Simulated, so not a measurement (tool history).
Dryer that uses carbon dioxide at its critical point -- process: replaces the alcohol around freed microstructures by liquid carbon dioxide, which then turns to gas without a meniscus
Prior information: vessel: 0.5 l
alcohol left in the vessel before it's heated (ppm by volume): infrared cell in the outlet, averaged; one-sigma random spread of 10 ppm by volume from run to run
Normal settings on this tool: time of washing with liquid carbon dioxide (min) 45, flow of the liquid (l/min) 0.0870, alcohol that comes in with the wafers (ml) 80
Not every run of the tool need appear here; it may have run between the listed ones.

| run | hour | time of washing with liquid carbon dioxide (min) | flow of the liquid (l/min) | alcohol that comes in with the wafers (ml) | alcohol left in the vessel before it's heated (ppm by volume) |
|---|---|---|---|---|---|
| 1 | 0.0 | 45 | 0.0870 | 80 | 968 |
| 2 | 8.2 | 45 | 0.0870 | 80 | 955 |
| 3 | 16.7 | 45 | 0.0870 | 80 | 973 |
| 4 | 20.7 | 45 | 0.0870 | 80 | 962 |
| 5 | 28.4 | 45 | 0.0870 | 80 | 970 |
| 6 | 33.4 | 43 | 0.0870 | 80 | 1219 |
| 7 | 40.4 | 60 | 0.1104 | 80 | 43 |
| 8 | 46.6 | 60 | 0.1104 | 80 | 43 |

Expected results for the next run?
| 9 | 54.3 | 60 | 0.1104 | 80 | ? |

For run 9 the tool returned alcohol left in the vessel before it's heated (ppm by volume) 38.
The same run, on a tool lacking any hidden state, would have yielded alcohol left in the vessel before it's heated (ppm by volume) 12.
